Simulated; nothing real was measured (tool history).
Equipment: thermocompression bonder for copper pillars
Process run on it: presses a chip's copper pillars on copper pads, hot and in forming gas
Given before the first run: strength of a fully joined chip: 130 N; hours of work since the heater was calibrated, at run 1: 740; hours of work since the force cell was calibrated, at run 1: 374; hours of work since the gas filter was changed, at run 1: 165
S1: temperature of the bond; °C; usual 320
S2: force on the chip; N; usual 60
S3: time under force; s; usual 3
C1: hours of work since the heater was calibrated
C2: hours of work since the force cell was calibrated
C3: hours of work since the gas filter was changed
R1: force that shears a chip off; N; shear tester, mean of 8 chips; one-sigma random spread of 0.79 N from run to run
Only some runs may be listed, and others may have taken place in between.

Run 1, hour 0.0: usual settings; C1 740; C2 374; C3 165. Result: R1 55.7 N.
Run 2, hour 21.7: usual settings; C1 752; C2 386; C3 177. Result: R1 58.1 N.
Run 3, hour 50.2: usual settings; C1 767; C2 402; C3 193. Result: R1 56.9 N.
Run 4, hour 88.0: usual settings; C1 788; C2 422; C3 214. Result: R1 56.2 N.
Run 5, hour 120.3: usual settings; C1 805; C2 440; C3 231. Result: R1 56.1 N.
Run 6, hour 153.9: usual settings but S1 319 °C; C1 824; C2 458; C3 250. Result: R1 54.4 N.
Run 7, hour 178.8: usual settings but S2 87 N; C1 837; C2 472; C3 263. Result: R1 66.4 N.
Run 8, hour 203.1: usual settings but S2 87 N, S3 6 s; C1 851; C2 485; C3 276. Result: R1 78.5 N.
Run 9, hour 237.7: usual settings but S2 87 N, S3 6 s; C1 870; C2 504; C3 295. Result: R1 79.5 N.
Run 10, hour 277.7: usual settings but S2 87 N, S3 6 s; C1 891; C2 526; C3 317. Result: R1 78.2 N.
Run 11, hour 305.4: usual settings but S2 87 N, S3 6 s; C1 907; C2 541; C3 332. Result: R1 77.7 N.
At hour 320.6: forming gas filter changed.
Run 12, hour 334.6: usual settings but S2 87 N, S3 6 s; C1 922; C2 557; C3 8. Result: R1 84.5 N.
Run 13, hour 371.2: usual settings; C1 942; C2 577; C3 28. Result: R1 58.3 N.
Run 14, hour 397.0: usual settings; C1 956; C2 591; C3 42. Result: R1 56.7 N.
Run 15, hour 437.1: usual settings but S2 54 N; C1 978; C2 613; C3 64. Result: R1 55.0 N.
Run 16, hour 482.9: usual settings but S2 78 N; C1 1003; C2 638; C3 89. Result: R1 64.6 N.
Run 17, hour 515.4: usual settings but S1 302 °C, S2 51 N, S3 5 s; C1 1021; C2 656; C3 106. Result: R1 56.6 N.
Run 18, hour 552.3: usual settings but S1 306 °C, S2 44 N, S3 5 s; C1 1041; C2 676; C3 127. Result: R1 53.0 N.
Run 19, hour 592.3: usual settings but S1 308 °C, S2 68 N, S3 5 s; C1 1063; C2 698; C3 148. Result: R1 65.8 N.
Run 20, hour 616.4: usual settings but S1 308 °C, S2 68 N, S3 5 s; C1 1076; C2 711; C3 162. Result: R1 64.3 N.
Run 21, hour 654.3: usual settings but S1 323 °C, S2 52 N, S3 2 s; C1 1097; C2 732; C3 182. Result: R1 45.7 N.
Run 22, hour 676.9: usual settings but S1 338 °C, S2 52 N, S3 4 s; C1 1109; C2 744; C3 195. Result: R1 64.7 N.
Run 23, hour 721.7: usual settings but S1 330 °C, S3 7 s; C1 1134; C2 768; C3 219. Result: R1 77.2 N.
Run 24, hour 766.4: usual settings but S1 338 °C, S2 64 N; C1 1158; C2 793; C3 244. Result: R1 64.7 N.
At hour 795.7: force cell calibrated.
Run 25, hour 810.9: usual settings but S1 300 °C; C1 1182; C2 8; C3 267. Result: R1 45.6 N.
Run 26, hour 838.6: usual settings but S1 300 °C, S3 2 s; C1 1197; C2 23; C3 282. Result: R1 38.7 N.
Run 27, hour 865.0: usual settings but S1 319 °C, S2 54 N, S3 2 s; C1 1211; C2 38; C3 297. Result: R1 42.5 N.
Run 28, hour 910.6: usual settings but S3 8 s; C1 1236; C2 63; C3 322. Result: R1 73.8 N.
At hour 945.6: forming gas filter changed.
Run 29, hour 957.4: usual settings but S1 326 °C; C1 1261; C2 88; C3 6. Result: R1 59.4 N.
At hour 977.9: heater calibrated with a thermocouple chip.
Run 30, hour 986.9: usual settings but S1 323 °C, S3 8 s; C1 5; C2 103; C3 21. Result: R1 86.9 N.

Forecast each of these 3 alternatives for the next run:
Run A, hour 1032.4: usual settings but S1 323 °C, S2 82 N, S3 5 s; C1 30; C2 128; C3 46. Result: R1 ?.
Run B, hour 1032.4: usual settings but S1 346 °C, S2 43 N, S3 5 s; C1 30; C2 128; C3 46. Result: R1 ?.
Run C, hour 1032.4: usual settings but S1 303 °C, S2 45 N, S3 6 s; C1 30; C2 128; C3 46. Result: R1 ?.

run    R1
  A  83.5
  B  77.2
  C  59.4
The same runs, with their run-to-run variation unchanged, on a tool lacking any hidden condition would have given:
run    R1
  A  84.0
  B  77.7
  C  59.7
